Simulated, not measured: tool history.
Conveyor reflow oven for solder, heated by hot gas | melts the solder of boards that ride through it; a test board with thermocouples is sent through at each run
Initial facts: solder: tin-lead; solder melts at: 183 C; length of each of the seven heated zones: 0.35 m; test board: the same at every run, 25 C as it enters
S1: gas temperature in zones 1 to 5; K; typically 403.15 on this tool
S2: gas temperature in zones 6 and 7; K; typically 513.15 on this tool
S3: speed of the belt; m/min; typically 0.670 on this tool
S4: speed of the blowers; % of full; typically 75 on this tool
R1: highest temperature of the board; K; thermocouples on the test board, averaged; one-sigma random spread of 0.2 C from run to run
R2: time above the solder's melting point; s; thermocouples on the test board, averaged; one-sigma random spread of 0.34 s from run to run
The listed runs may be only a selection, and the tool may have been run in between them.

| run | hour | S1 | S2 | S3 | S4 | R1 | R2 |
|---|---|---|---|---|---|---|---|
| 1 | 0.0 | 403.15 | 513.15 | 0.670 | 75 | 496.75 | 49.3 |
| 2 | 25.3 | 403.15 | 522.15 | 0.670 | 75 | 504.55 | 53.8 |
| 3 | 54.5 | 403.15 | 513.15 | 0.670 | 58 | 492.45 | 46.9 |
| 4 | 87.8 | 403.15 | 513.15 | 0.670 | 58 | 492.45 | 46.5 |
| 5 | 126.3 | 403.15 | 513.15 | 0.670 | 58 | 492.15 | 46.2 |
| 6 | 149.2 | 403.15 | 513.15 | 0.670 | 58 | 492.15 | 47.1 |
| 7 | 182.3 | 403.15 | 513.15 | 0.670 | 58 | 492.05 | 46.3 |
| 8 | 201.3 | 403.15 | 513.15 | 0.670 | 58 | 491.85 | 46.5 |
| 9 | 228.8 | 403.15 | 513.15 | 0.670 | 68 | 494.65 | 48.3 |
|  | 235.2 | belt drive overhauled, speed set with a stopwatch |
| 10 | 254.7 | 403.15 | 524.15 | 0.670 | 68 | 504.55 | 54.1 |
| 11 | 287.8 | 398.15 | 524.15 | 0.670 | 75 | 505.05 | 53.7 |
| 12 | 329.0 | 403.15 | 513.15 | 0.785 | 75 | 489.95 | 38.2 |
|  | 365.5 | flux residue cleaned out of gas plates and filters |
|  | 372.9 | belt drive overhauled, speed set with a stopwatch, once more |
| 13 | 376.1 | 403.15 | 513.15 | 0.785 | 75 | 490.75 | 37.5 |
| 14 | 400.2 | 403.15 | 510.15 | 0.670 | 75 | 494.25 | 47.5 |
| 15 | 437.1 | 403.15 | 510.15 | 0.670 | 89 | 496.55 | 48.4 |
| 16 | 476.2 | 407.15 | 515.15 | 0.800 | 75 | 492.25 | 38.8 |
| 17 | 500.6 | 400.15 | 513.15 | 0.670 | 75 | 495.95 | 47.7 |
| 18 | 518.7 | 393.15 | 508.15 | 0.670 | 75 | 490.05 | 42.2 |
| 19 | 559.2 | 393.15 | 508.15 | 0.670 | 75 | 490.45 | 42.6 |
| 20 | 579.4 | 393.15 | 508.15 | 0.670 | 57 | 485.15 | 39.0 |

Below are 5 alternative next runs, each starting from the tool's condition after run 20. Predict each:
| A | 619.0 | 406.15 | 513.15 | 0.670 | 66 | ? | ? |
| B | 619.0 | 393.15 | 513.15 | 0.670 | 67 | ? | ? |
| C | 619.0 | 393.15 | 508.15 | 0.756 | 57 | ? | ? |
| D | 619.0 | 403.15 | 518.15 | 0.670 | 75 | ? | ? |
| E | 619.0 | 393.15 | 508.15 | 0.670 | 57 | ? | ? |

| run | R1 | R2 |
|---|---|---|
| A | 494.65 | 48.4 |
| B | 492.55 | 43.9 |
| C | 479.75 | 29.2 |
| D | 500.15 | 50.7 |
| E | 485.65 | 37.8 |
With no hidden state in the tool, these same runs would have given:
| run | R1 | R2 |
|---|---|---|
| A | 494.35 | 48.1 |
| B | 492.35 | 43.8 |
| C | 479.65 | 29.2 |
| D | 499.95 | 50.5 |
| E | 485.45 | 37.6 |
